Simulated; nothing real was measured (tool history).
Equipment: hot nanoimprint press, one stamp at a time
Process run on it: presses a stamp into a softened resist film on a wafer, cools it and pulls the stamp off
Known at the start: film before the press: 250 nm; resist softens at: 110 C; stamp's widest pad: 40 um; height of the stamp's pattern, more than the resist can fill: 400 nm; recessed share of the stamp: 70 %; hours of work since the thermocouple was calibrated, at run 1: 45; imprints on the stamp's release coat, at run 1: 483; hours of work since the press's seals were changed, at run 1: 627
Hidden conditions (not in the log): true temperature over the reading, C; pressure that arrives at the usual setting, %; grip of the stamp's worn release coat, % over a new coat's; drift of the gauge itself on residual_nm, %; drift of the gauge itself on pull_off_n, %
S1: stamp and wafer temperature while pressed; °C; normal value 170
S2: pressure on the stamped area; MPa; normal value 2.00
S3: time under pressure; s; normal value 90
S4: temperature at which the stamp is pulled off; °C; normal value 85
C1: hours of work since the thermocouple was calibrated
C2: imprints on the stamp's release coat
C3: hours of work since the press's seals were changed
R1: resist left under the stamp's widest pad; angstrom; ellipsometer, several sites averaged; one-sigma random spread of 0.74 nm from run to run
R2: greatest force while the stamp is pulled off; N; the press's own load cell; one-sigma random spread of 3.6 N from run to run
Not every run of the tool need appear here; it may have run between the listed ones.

{"run": 1, "hour": 0.0, "S1": 170, "S2": 2.0, "S3": 90, "S4": 85, "C1": 45, "C2": 483, "C3": 627, "R1": 919, "R2": 197}
{"hour": 60.4, "done": "stamp cleaned and given a new release coat"}
{"run": 2, "hour": 99.7, "S1": 170, "S2": 2.0, "S3": 90, "S4": 85, "C1": 111, "C2": 190, "C3": 693, "R1": 926, "R2": 179}
{"run": 3, "hour": 191.1, "S1": 170, "S2": 2.0, "S3": 90, "S4": 85, "C1": 175, "C2": 633, "C3": 758, "R1": 954, "R2": 201}
{"hour": 214.0, "done": "stamp cleaned and given a new release coat"}
{"run": 4, "hour": 273.4, "S1": 170, "S2": 2.0, "S3": 90, "S4": 85, "C1": 229, "C2": 288, "C3": 812, "R1": 955, "R2": 185}
{"hour": 368.0, "done": "stamp cleaned and given a new release coat"}
{"run": 5, "hour": 368.0, "S1": 165, "S2": 2.0, "S3": 90, "S4": 85, "C1": 292, "C2": 0, "C3": 874, "R1": 1360, "R2": 176}
{"run": 6, "hour": 453.8, "S1": 165, "S2": 2.0, "S3": 90, "S4": 85, "C1": 352, "C2": 415, "C3": 935, "R1": 1340, "R2": 198}
{"run": 7, "hour": 496.8, "S1": 170, "S2": 2.0, "S3": 90, "S4": 85, "C1": 383, "C2": 624, "C3": 965, "R1": 968, "R2": 211}
{"hour": 523.2, "done": "stamp cleaned and given a new release coat"}
{"run": 8, "hour": 544.8, "S1": 170, "S2": 2.0, "S3": 90, "S4": 85, "C1": 412, "C2": 105, "C3": 995, "R1": 993, "R2": 176}
{"hour": 570.6, "done": "plate thermocouple calibrated"}
{"run": 9, "hour": 603.0, "S1": 170, "S2": 2.0, "S3": 90, "S4": 85, "C1": 23, "C2": 373, "C3": 1034, "R1": 953, "R2": 186}
{"hour": 679.3, "done": "stamp cleaned and given a new release coat"}
{"run": 10, "hour": 695.9, "S1": 170, "S2": 2.0, "S3": 90, "S4": 85, "C1": 84, "C2": 81, "C3": 1095, "R1": 950, "R2": 176}
{"run": 11, "hour": 760.9, "S1": 170, "S2": 2.0, "S3": 90, "S4": 85, "C1": 130, "C2": 396, "C3": 1141, "R1": 965, "R2": 188}
{"hour": 839.3, "done": "stamp cleaned and given a new release coat"}
{"hour": 859.8, "done": "press's hydraulic seals changed and the load cell set to zero"}
{"run": 12, "hour": 861.5, "S1": 170, "S2": 1.38, "S3": 90, "S4": 85, "C1": 191, "C2": 69, "C3": 1, "R1": 1120, "R2": 174}
{"run": 13, "hour": 919.4, "S1": 170, "S2": 1.38, "S3": 90, "S4": 85, "C1": 232, "C2": 350, "C3": 42, "R1": 1133, "R2": 193}
{"hour": 1000.3, "done": "stamp cleaned and given a new release coat"}
{"run": 14, "hour": 1000.3, "S1": 170, "S2": 1.38, "S3": 90, "S4": 85, "C1": 285, "C2": 0, "C3": 95, "R1": 1130, "R2": 173}
{"run": 15, "hour": 1059.2, "S1": 170, "S2": 1.38, "S3": 90, "S4": 85, "C1": 327, "C2": 286, "C3": 137, "R1": 1123, "R2": 189}

Run 16 has not been measured yet. What should we expect?
{"run": 16, "hour": 1122.8, "S1": 169, "S2": 1.38, "S3": 112, "S4": 85, "C1": 372, "C2": 594, "C3": 182, "R1": "?", "R2": "?"}

R1: 1132 angstrom
R2: 204 N
Were there no unlogged condition in the tool, this run, its random variation unchanged, would have produced R1 1078 angstrom, R2 172 N.
